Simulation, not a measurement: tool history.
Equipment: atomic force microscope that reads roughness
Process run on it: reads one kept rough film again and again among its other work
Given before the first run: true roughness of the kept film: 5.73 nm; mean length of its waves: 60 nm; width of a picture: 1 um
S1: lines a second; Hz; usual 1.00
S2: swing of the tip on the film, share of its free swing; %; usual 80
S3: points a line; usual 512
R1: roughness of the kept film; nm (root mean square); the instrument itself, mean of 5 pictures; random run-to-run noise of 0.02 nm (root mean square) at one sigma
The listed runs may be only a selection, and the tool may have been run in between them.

run   hour    S1  S2   S3     R1
  1    0.0  1.00  80  512  4.811
  2   15.9  1.00  80  512  4.774
  3   35.4  0.60  80  512  4.869
  4   59.3  0.60  80  512  4.801
  5   76.9  0.60  80  512  4.740
      93.1  -- new tip fitted
  6   99.0  1.00  59  512  5.286
  7  123.0  1.00  59  512  5.185
  8  134.6  1.00  59  512  5.187
  9  148.1  1.00  72  512  4.865
 10  163.7  1.00  80  484  4.650
 11  189.4  1.00  80  484  4.557
 12  214.7  0.82  72  428  4.709
     220.6  -- new tip fitted
 13  232.5  0.82  72  381  5.147
 14  257.2  0.82  72  381  5.009
 15  273.3  0.82  72  381  4.970
 16  287.3  0.77  58  512  5.109
 17  298.9  0.77  58  512  5.058
 18  321.4  1.43  80  904  4.387
 19  342.9  1.43  80  904  4.331
     347.7  -- new tip fitted
 20  362.1  1.00  58  314  5.251
 21  377.8  1.69  58  406  5.122
 22  397.9  1.00  80  482  4.765

4 options for the next run, each taken on its own from the tool as it stands now. Forecast them:
  A  411.1  1.84  74  336   ?
  B  411.1  1.00  80  851   ?
  C  411.1  0.51  55  469   ?
  D  411.1  1.04  89  314   ?

run     R1
  A  4.504
  B  4.688
  C  5.171
  D  4.420
Stripped of hidden state, with their random variation kept, the same runs would have yielded:
run     R1
  A  4.730
  B  4.923
  C  5.431
  D  4.642
